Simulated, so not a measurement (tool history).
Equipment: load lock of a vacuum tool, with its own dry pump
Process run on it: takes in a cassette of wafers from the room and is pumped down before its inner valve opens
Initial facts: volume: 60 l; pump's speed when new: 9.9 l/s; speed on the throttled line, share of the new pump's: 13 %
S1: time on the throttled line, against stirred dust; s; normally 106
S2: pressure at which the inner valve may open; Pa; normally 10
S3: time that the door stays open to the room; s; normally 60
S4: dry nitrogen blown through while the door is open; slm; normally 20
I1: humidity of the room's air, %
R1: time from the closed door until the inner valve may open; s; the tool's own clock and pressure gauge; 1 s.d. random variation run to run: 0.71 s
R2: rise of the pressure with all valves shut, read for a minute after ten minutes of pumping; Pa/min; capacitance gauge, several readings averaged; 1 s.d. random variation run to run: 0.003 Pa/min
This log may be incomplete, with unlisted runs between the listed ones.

run 1 hour=0 | S1=106 S2=10 S3=60 S4=20 | I1=48.4 | R1=149.9 R2=0.109
run 2 hour=72.1 | S1=106 S2=10 S3=60 S4=20 | I1=46.1 | R1=149.6 R2=0.103
run 3 hour=131.9 | S1=106 S2=10 S3=60 S4=20 | I1=44.3 | R1=149.9 R2=0.111
run 4 hour=209.9 | S1=106 S2=10 S3=60 S4=20 | I1=48.3 | R1=148.8 R2=0.114
run 5 hour=261.2 | S1=106 S2=10 S3=60 S4=20 | I1=43.9 | R1=149.9 R2=0.11
run 6 hour=353.8 | S1=106 S2=10 S3=60 S4=20 | I1=48.1 | R1=149.1 R2=0.113
run 7 hour=444.6 | S1=106 S2=10 S3=226 S4=20 | I1=45.6 | R1=149.3 R2=0.184
run 8 hour=520.8 | S1=106 S2=10 S3=226 S4=20 | I1=42.8 | R1=148.8 R2=0.178
run 9 hour=575.6 | S1=106 S2=10 S3=226 S4=20 | I1=44.9 | R1=149.5 R2=0.19
run 10 hour=659.4 | S1=102 S2=10 S3=226 S4=20 | I1=47 | R1=144.8 R2=0.185
run 11 hour=743.1 | S1=102 S2=10 S3=226 S4=20 | I1=46 | R1=146.1 R2=0.189
run 12 hour=808.2 | S1=106 S2=10 S3=60 S4=20 | I1=43.5 | R1=148.8 R2=0.118
run 13 hour=879.6 | S1=106 S2=10 S3=60 S4=20 | I1=41.2 | R1=149.7 R2=0.115
run 14 hour=935.5 | S1=106 S2=10 S3=60 S4=20 | I1=45.6 | R1=149.2 R2=0.114
run 15 hour=975.9 | S1=106 S2=10 S3=60 S4=20 | I1=44 | R1=150.3 R2=0.123
run 16 hour=1067.4 | S1=106 S2=10 S3=60 S4=20 | I1=46.2 | R1=149.3 R2=0.119
run 17 hour=1116.2 | S1=106 S2=10 S3=60 S4=20 | I1=47.1 | R1=151.5 R2=0.118
run 18 hour=1178.5 | S1=106 S2=10 S3=60 S4=20 | I1=46.9 | R1=149.7 R2=0.122
run 19 hour=1244.4 | S1=58 S2=13 S3=48 S4=44 | I1=42.2 | R1=107.5 R2=0.099
run 20 hour=1327.9 | S1=61 S2=13 S3=48 S4=29 | I1=44.8 | R1=110.5 R2=0.117
run 21 hour=1384.4 | S1=61 S2=8 S3=48 S4=6 | I1=44.3 | R1=112.2 R2=0.129
run 22 hour=1457.2 | S1=106 S2=11 S3=205 S4=37 | I1=42.4 | R1=150.2 R2=0.158
run 23 hour=1501.8 | S1=114 S2=10 S3=38 S4=20 | I1=45.4 | R1=157.1 R2=0.112
run 24 hour=1592.2 | S1=114 S2=10 S3=38 S4=20 | I1=44 | R1=157.4 R2=0.109
run 25 hour=1682.6 | S1=114 S2=10 S3=38 S4=20 | I1=43.2 | R1=157.1 R2=0.113
run 26 hour=1751.8 | S1=114 S2=10 S3=183 S4=20 | I1=45.4 | R1=157.2 R2=0.181
run 27 hour=1811.9 | S1=89 S2=12 S3=110 S4=7 | I1=49.2 | R1=135.3 R2=0.179
run 28 hour=1860.7 | S1=89 S2=12 S3=110 S4=7 | I1=46.6 | R1=134.1 R2=0.18
run 29 hour=1954.1 | S1=89 S2=12 S3=166 S4=4 | I1=44.3 | R1=134.6 R2=0.213
run 30 hour=2007.5 | S1=89 S2=13 S3=89 S4=4 | I1=43.4 | R1=134.8 R2=0.168
run 31 hour=2071.3 | S1=89 S2=13 S3=89 S4=4 | I1=45.4 | R1=132.9 R2=0.166
run 32 hour=2122.2 | S1=89 S2=13 S3=89 S4=4 | I1=43.1 | R1=134.8 R2=0.168
run 33 hour=2176.7 | S1=107 S2=10 S3=60 S4=39 | I1=47 | R1=151.2 R2=0.122
run 34 hour=2233 | S1=160 S2=8 S3=60 S4=39 | I1=48.1 | R1=198 R2=0.123
run 35 hour=2311.5 | S1=73 S2=8 S3=60 S4=11 | I1=41.2 | R1=123.4 R2=0.135
run 36 hour=2375.3 | S1=73 S2=8 S3=60 S4=11 | I1=45.3 | R1=124.1 R2=0.144

Difference, measured minus no-hidden-state, one row per run. Run-to-run variation is common to both terms; the gauge's own scatter need not be:
Unlogged tool condition in this case: pump's speed, % of a new pump's; leak at the door's seal, Pa l/s; drift of the gauge itself on ready_s, %; drift of the gauge itself on rise_pa_min, %.
run=1 R1=+1.1 R2=+0.059
run=2 R1=+1.1 R2=+0.06
run=3 R1=+1.2 R2=+0.061
run=4 R1=+1.2 R2=+0.062
run=5 R1=+1.2 R2=+0.062
run=6 R1=+1.3 R2=+0.063
run=7 R1=+1.5 R2=+0.064
run=8 R1=+1.5 R2=+0.066
run=9 R1=+1.5 R2=+0.067
run=10 R1=+1.4 R2=+0.065
run=11 R1=+1.5 R2=+0.067
run=12 R1=+1.5 R2=+0.069
run=13 R1=+1.5 R2=+0.07
run=14 R1=+1.6 R2=+0.069
run=15 R1=+1.6 R2=+0.071
run=16 R1=+1.6 R2=+0.071
run=17 R1=+1.6 R2=+0.072
run=18 R1=+1.7 R2=+0.072
run=19 R1=+2 R2=+0.072
run=20 R1=+1.9 R2=+0.075
run=21 R1=+2.1 R2=+0.075
run=22 R1=+1.8 R2=+0.077
run=23 R1=+1.9 R2=+0.076
run=24 R1=+1.9 R2=+0.076
run=25 R1=+2 R2=+0.078
run=26 R1=+1.9 R2=+0.078
run=27 R1=+2 R2=+0.078
run=28 R1=+2 R2=+0.08
run=29 R1=+2.1 R2=+0.083
run=30 R1=+2 R2=+0.083
run=31 R1=+2.2 R2=+0.082
run=32 R1=+2.1 R2=+0.083
run=33 R1=+2.1 R2=+0.084
run=34 R1=+1.9 R2=+0.085
run=35 R1=+2.5 R2=+0.083
run=36 R1=+2.5 R2=+0.086
